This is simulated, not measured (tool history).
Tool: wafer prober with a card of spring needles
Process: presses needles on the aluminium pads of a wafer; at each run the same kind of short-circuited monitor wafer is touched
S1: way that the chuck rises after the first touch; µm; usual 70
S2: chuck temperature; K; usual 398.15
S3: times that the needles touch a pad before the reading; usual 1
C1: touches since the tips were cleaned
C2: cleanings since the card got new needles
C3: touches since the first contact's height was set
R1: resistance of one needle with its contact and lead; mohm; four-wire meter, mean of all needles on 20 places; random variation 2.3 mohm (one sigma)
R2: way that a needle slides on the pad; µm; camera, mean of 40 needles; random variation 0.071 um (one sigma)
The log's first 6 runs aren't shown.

{"hour": 65.0, "done": "tips cleaned on abrasive film"}
{"run": 7, "hour": 72.2, "S1": 70, "S2": 398.15, "S3": 1, "C1": 2519, "C2": 15, "C3": 153517, "R1": 315, "R2": 17.91}
{"run": 8, "hour": 81.5, "S1": 70, "S2": 398.15, "S3": 1, "C1": 5772, "C2": 15, "C3": 156770, "R1": 344, "R2": 17.82}
{"hour": 89.8, "done": "tips cleaned on abrasive film"}
{"run": 9, "hour": 89.8, "S1": 70, "S2": 398.15, "S3": 1, "C1": 0, "C2": 16, "C3": 159652, "R1": 254, "R2": 17.89}
{"run": 10, "hour": 104.4, "S1": 70, "S2": 398.15, "S3": 1, "C1": 5105, "C2": 16, "C3": 164757, "R1": 342, "R2": 17.89}
{"run": 11, "hour": 110.6, "S1": 70, "S2": 398.15, "S3": 1, "C1": 7271, "C2": 16, "C3": 166923, "R1": 351, "R2": 17.95}
{"hour": 114.3, "done": "tips cleaned on abrasive film"}
{"run": 12, "hour": 121.8, "S1": 69, "S2": 398.15, "S3": 1, "C1": 2631, "C2": 17, "C3": 170808, "R1": 321, "R2": 17.6}
{"hour": 123.1, "done": "height of the first contact set anew"}
{"run": 13, "hour": 134.4, "S1": 69, "S2": 398.15, "S3": 1, "C1": 6906, "C2": 17, "C3": 3957, "R1": 355, "R2": 17.34}
{"hour": 139.6, "done": "tips cleaned on abrasive film"}
{"run": 14, "hour": 145.8, "S1": 69, "S2": 398.15, "S3": 1, "C1": 2150, "C2": 18, "C3": 7912, "R1": 314, "R2": 17.5}
{"run": 15, "hour": 160.2, "S1": 69, "S2": 398.15, "S3": 1, "C1": 7179, "C2": 18, "C3": 12941, "R1": 351, "R2": 17.41}
{"hour": 164.7, "done": "tips cleaned on abrasive film"}
{"run": 16, "hour": 172.8, "S1": 69, "S2": 398.15, "S3": 1, "C1": 2809, "C2": 19, "C3": 17306, "R1": 324, "R2": 17.51}
{"hour": 175.1, "done": "height of the first contact set anew, once more"}
{"run": 17, "hour": 179.5, "S1": 70, "S2": 398.15, "S3": 1, "C1": 5043, "C2": 19, "C3": 1507, "R1": 334, "R2": 18.36}
{"hour": 189.7, "done": "tips cleaned on abrasive film"}
{"run": 18, "hour": 193.6, "S1": 59, "S2": 308.15, "S3": 1, "C1": 1362, "C2": 20, "C3": 6410, "R1": 299, "R2": 15.33}
{"run": 19, "hour": 199.6, "S1": 59, "S2": 308.15, "S3": 1, "C1": 3475, "C2": 20, "C3": 8523, "R1": 351, "R2": 15.29}
{"run": 20, "hour": 212.1, "S1": 59, "S2": 308.15, "S3": 1, "C1": 7837, "C2": 20, "C3": 12885, "R1": 379, "R2": 15.37}

Forecast run 21:
{"hour": 214.1, "done": "tips cleaned on abrasive film"}
{"run": 21, "hour": 226.2, "S1": 59, "S2": 308.15, "S3": 1, "C1": 4237, "C2": 21, "C3": 17770, "R1": "?", "R2": "?"}

R1: 352 mohm
R2: 15.32 µm
Without the tool's hidden state the same run would have given R1 233 mohm, R2 15.36 µm.

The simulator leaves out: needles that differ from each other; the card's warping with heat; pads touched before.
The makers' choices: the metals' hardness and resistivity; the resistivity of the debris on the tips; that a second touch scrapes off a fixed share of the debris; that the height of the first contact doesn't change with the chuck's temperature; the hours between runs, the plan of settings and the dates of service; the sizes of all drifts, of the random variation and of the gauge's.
